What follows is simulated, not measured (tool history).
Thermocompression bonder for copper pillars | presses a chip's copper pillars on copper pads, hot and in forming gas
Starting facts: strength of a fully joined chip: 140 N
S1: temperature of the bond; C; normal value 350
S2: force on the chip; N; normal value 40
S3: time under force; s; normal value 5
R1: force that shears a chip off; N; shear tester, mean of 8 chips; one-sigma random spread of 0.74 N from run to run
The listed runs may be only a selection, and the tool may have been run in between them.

run	day	S1	S2	S3	R1
1	0.000	350	40	5	53.5
2	0.529	350	40	5	55.2
3	0.812	350	40	5	54.7
4	1.371	350	41	5	55.9
5	2.038	350	54	5	64.1
6	2.600	350	54	5	64.6
7	3.021	350	40	3	45.6
8	3.438	350	40	3	44.4
9	4.038	350	40	3	44.0
10	4.650	350	40	3	43.1
11	5.017	350	40	3	44.3
12	5.383	337	40	12	63.9
13	5.771	337	40	12	63.6
14	6.450	337	40	12	63.3
15	7.088	371	40	3	55.5
16	7.675	363	46	15	95.2
17	8.075	363	42	15	93.5
18	8.696	324	42	15	59.9

Each row is a separate what-if for the run after 18, all from the same tool condition, not one after another. Results?
A	9.083	352	40	5	?
B	9.083	324	42	3	?
C	9.083	350	40	9	?

run	R1
A	55.2
B	30.6
C	66.7
Without the tool's hidden state the same runs would have given:
run	R1
A	55.6
B	30.9
C	67.2
